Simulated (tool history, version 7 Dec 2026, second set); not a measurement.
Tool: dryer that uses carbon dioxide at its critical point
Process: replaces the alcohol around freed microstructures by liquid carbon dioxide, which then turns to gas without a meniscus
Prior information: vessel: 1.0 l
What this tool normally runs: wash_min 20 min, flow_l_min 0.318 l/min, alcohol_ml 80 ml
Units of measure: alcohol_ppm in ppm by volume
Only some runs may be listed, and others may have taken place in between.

run,hour,wash_min,flow_l_min,alcohol_ml,alcohol_ppm
1,0.0,20,0.318,80,906
2,55.9,20,0.318,80,936
3,89.5,20,0.318,80,939
4,144.1,20,0.497,80,250
5,175.1,20,0.497,80,244
6,215.8,20,0.497,80,248
7,270.1,26,0.434,21,225
8,325.6,26,0.434,21,244
9,367.0,26,0.434,21,243

Run 10 is up next; what results do you expect?
10,413.7,20,0.318,36,?

{"run 10": {"alcohol_ppm": 633}}
On a tool with no hidden condition, and with the same random variation, this run would have come out at alcohol_ppm 194 ppm by volume.

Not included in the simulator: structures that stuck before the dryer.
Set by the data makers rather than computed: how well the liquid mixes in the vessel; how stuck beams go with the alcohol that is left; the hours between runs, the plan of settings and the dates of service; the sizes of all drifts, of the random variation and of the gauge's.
